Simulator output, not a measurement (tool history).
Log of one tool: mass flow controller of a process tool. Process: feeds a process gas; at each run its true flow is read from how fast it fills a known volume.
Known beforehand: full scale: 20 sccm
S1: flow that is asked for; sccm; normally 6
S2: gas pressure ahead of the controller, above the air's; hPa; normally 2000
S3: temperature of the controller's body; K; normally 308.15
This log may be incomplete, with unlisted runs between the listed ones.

Run 1, hour 0.0: usual settings. Result: true flow (%) 98.86.
Run 2, hour 100.2: usual settings. Result: true flow (%) 98.79.
Run 3, hour 206.2: usual settings. Result: true flow (%) 98.84.
Run 4, hour 316.6: usual settings. Result: true flow (%) 98.79.
Run 5, hour 454.5: usual settings. Result: true flow (%) 99.07.
Run 6, hour 526.3: usual settings. Result: true flow (%) 99.07.
Run 7, hour 678.0: usual settings. Result: true flow (%) 99.25.
Run 8, hour 823.4: usual settings but S3 297.15 K. Result: true flow (%) 98.49.
Run 9, hour 983.2: usual settings but S3 297.15 K. Result: true flow (%) 98.56.
Run 10, hour 1130.9: usual settings but S3 297.15 K. Result: true flow (%) 98.61.
Run 11, hour 1211.3: usual settings but S3 297.15 K. Result: true flow (%) 98.55.
Run 12, hour 1318.9: usual settings but S3 297.15 K. Result: true flow (%) 98.65.
Run 13, hour 1401.8: usual settings but S3 297.15 K. Result: true flow (%) 98.66.
Run 14, hour 1506.7: usual settings but S3 297.15 K. Result: true flow (%) 98.84.
Run 15, hour 1585.3: usual settings but S3 297.15 K. Result: true flow (%) 98.84.
Run 16, hour 1728.9: usual settings but S3 297.15 K. Result: true flow (%) 98.81.
Run 17, hour 1834.8: usual settings. Result: true flow (%) 99.59.
Run 18, hour 1978.6: usual settings. Result: true flow (%) 99.75.
Run 19, hour 2077.6: usual settings but S1 2 sccm. Result: true flow (%) 99.33.
At hour 2110.6: gauge calibrated.
Run 20, hour 2200.1: usual settings but S1 2 sccm. Result: true flow (%) 98.17.
Run 21, hour 2342.8: usual settings but S2 1930 hPa. Result: true flow (%) 98.93.
Run 22, hour 2434.2: usual settings but S2 1930 hPa. Result: true flow (%) 98.94.
Run 23, hour 2571.3: usual settings but S2 1930 hPa. Result: true flow (%) 99.05.
Run 24, hour 2669.8: usual settings but S2 1930 hPa. Result: true flow (%) 99.18.
Run 25, hour 2759.6: usual settings but S2 1530 hPa. Result: true flow (%) 99.46.
Run 26, hour 2877.6: usual settings but S1 7 sccm, S2 2030 hPa, S3 301.15 K. Result: true flow (%) 98.82.
Run 27, hour 3029.9: usual settings but S1 8 sccm, S2 2580 hPa, S3 301.15 K. Result: true flow (%) 98.56.
Run 28, hour 3172.0: usual settings but S1 3 sccm, S3 303.15 K. Result: true flow (%) 98.49.
Run 29, hour 3316.2: usual settings but S1 3 sccm, S3 303.15 K. Result: true flow (%) 98.73.
Run 30, hour 3418.5: usual settings but S1 3 sccm, S2 1840 hPa, S3 299.15 K. Result: true flow (%) 98.58.
Run 31, hour 3524.0: usual settings but S2 1720 hPa, S3 312.15 K. Result: true flow (%) 99.95.
Run 32, hour 3643.7: usual settings but S1 4 sccm. Result: true flow (%) 99.28.
Run 33, hour 3750.7: usual settings but S1 5 sccm, S2 1760 hPa. Result: true flow (%) 99.80.
Run 34, hour 3821.9: usual settings but S1 4 sccm, S2 1700 hPa, S3 313.15 K. Result: true flow (%) 99.75.
Run 35, hour 3903.2: usual settings but S3 295.15 K. Result: true flow (%) 98.86.
Run 36, hour 3986.2: usual settings but S1 17 sccm, S2 1650 hPa, S3 293.15 K. Result: true flow (%) 100.48.
Run 37, hour 4097.6: usual settings but S1 3 sccm, S2 1600 hPa, S3 306.15 K. Result: true flow (%) 99.49.
Run 38, hour 4228.1: usual settings but S1 3 sccm, S2 2300 hPa, S3 305.15 K. Result: true flow (%) 99.04.
Run 39, hour 4326.2: usual settings but S1 3 sccm, S2 2300 hPa, S3 305.15 K. Result: true flow (%) 99.00.
Run 40, hour 4445.1: usual settings but S1 5 sccm, S2 2310 hPa. Result: true flow (%) 99.53.
At hour 4500.2: gauge calibrated.
Run 41, hour 4542.1: usual settings but S1 12 sccm, S2 2570 hPa, S3 299.15 K. Result: true flow (%) 98.70.
Run 42, hour 4665.1: usual settings but S1 12 sccm, S2 2570 hPa, S3 299.15 K. Result: true flow (%) 98.68.
Run 43, hour 4795.0: usual settings but S1 12 sccm, S2 2570 hPa, S3 299.15 K. Result: true flow (%) 98.74.
Run 44, hour 4914.9: usual settings but S1 4 sccm, S2 1410 hPa, S3 309.15 K. Result: true flow (%) 99.32.
Run 45, hour 5073.6: usual settings but S1 4 sccm, S2 1410 hPa, S3 309.15 K. Result: true flow (%) 99.24.
Run 46, hour 5165.6: usual settings but S1 2 sccm, S3 306.15 K. Result: true flow (%) 98.45.
Run 47, hour 5320.6: usual settings but S1 2 sccm, S3 306.15 K. Result: true flow (%) 98.56.

Measured result minus the same run's result without the hidden state. Both carry the same run-to-run variation, though not necessarily the same gauge scatter:
Hidden state present: flow at rest that the sensor doesn't see, % of full scale; true flow over the shown one, %; drift of the gauge itself on true_pct, %.
run  true flow (%)
  1          -0.01
  2          +0.05
  3          +0.09
  4          +0.14
  5          +0.21
  6          +0.24
  7          +0.32
  8          +0.38
  9          +0.46
 10          +0.53
 11          +0.56
 12          +0.62
 13          +0.65
 14          +0.70
 15          +0.74
 16          +0.81
 17          +0.86
 18          +0.93
 19          +0.96
 20          +0.03
 21          +0.10
 22          +0.15
 23          +0.21
 24          +0.26
 25          +0.31
 26          +0.35
 27          +0.43
 28          +0.48
 29          +0.56
 30          +0.61
 31          +0.67
 32          +0.72
 33          +0.77
 34          +0.80
 35          +0.83
 36          +0.89
 37          +0.93
 38          +0.98
 39          +1.02
 40          +1.09
 41          +0.02
 42          +0.07
 43          +0.14
 44          +0.19
 45          +0.26
 46          +0.29
 47          +0.36
